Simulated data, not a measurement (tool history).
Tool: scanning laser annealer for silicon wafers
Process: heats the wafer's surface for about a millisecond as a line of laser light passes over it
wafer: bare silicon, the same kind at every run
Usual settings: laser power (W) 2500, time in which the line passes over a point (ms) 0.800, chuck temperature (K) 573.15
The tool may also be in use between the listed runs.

run	hour	laser power (W)	time in which the line passes over a point (ms)	chuck temperature (K)	highest temperature of the surface (K)
1	0.0	2500	0.800	573.15	1387.15
2	26.1	2500	0.800	599.15	1412.15
3	46.0	2680	0.800	573.15	1442.15
4	86.4	2500	0.597	573.15	1291.15
5	108.0	2500	0.800	559.15	1375.15
6	152.0	2500	0.800	573.15	1387.15
7	185.0	2648	0.800	573.15	1434.15
8	212.1	2648	0.800	573.15	1433.15
9	255.2	2648	0.800	573.15	1430.15
10	280.1	2648	0.790	573.15	1428.15
11	315.2	2286	0.800	573.15	1322.15
12	344.7	2286	0.800	573.15	1322.15
13	378.8	2500	0.800	567.15	1380.15
14	416.0	2500	0.800	567.15	1379.15
15	450.3	2500	0.800	567.15	1383.15
16	473.3	2500	0.800	567.15	1379.15
17	492.6	2500	0.961	567.15	1447.15
18	512.8	2500	0.635	573.15	1312.15
19	554.3	2500	0.635	573.15	1312.15
20	594.2	2500	0.800	573.15	1391.15
21	628.3	2500	0.800	548.15	1363.15
22	658.5	2500	0.800	548.15	1362.15
23	687.0	2683	0.907	562.15	1481.15
24	711.8	2683	0.690	562.15	1381.15
25	747.0	2500	0.800	543.15	1355.15
# hour 766.8: window over the wafer cleaned
26	769.2	2500	0.800	543.15	1359.15
27	808.0	2500	0.800	598.15	1413.15
28	850.5	2500	0.800	598.15	1411.15
29	879.6	2744	0.806	598.15	1487.15
30	919.8	2744	0.806	598.15	1490.15
31	959.7	2744	0.591	565.15	1346.15
32	993.3	2708	0.929	607.15	1539.15
33	1019.0	2708	0.929	607.15	1543.15
34	1041.9	2285	0.966	573.15	1385.15
# hour 1073.9: optics aligned, line set to its width
35	1077.0	2129	0.994	564.15	1332.15
36	1112.6	2129	0.994	564.15	1330.15
37	1135.8	2158	0.845	595.15	1323.15
38	1162.7	2353	0.745	552.15	1298.15
39	1192.8	2353	0.745	552.15	1298.15
40	1229.8	2410	0.640	564.15	1281.15
41	1269.6	2363	0.640	564.15	1267.15

Forecast each of these 4 alternatives for the next run:
A	1301.6	2500	0.981	573.15	?
B	1301.6	2660	0.879	559.15	?
C	1301.6	2178	0.917	573.15	?
D	1301.6	2500	0.967	607.15	?

run	highest temperature of the surface (K)
A	1463.15
B	1458.15
C	1328.15
D	1490.15
Without the tool's hidden state the same runs would have given:
run	highest temperature of the surface (K)
A	1463.15
B	1458.15
C	1328.15
D	1490.15
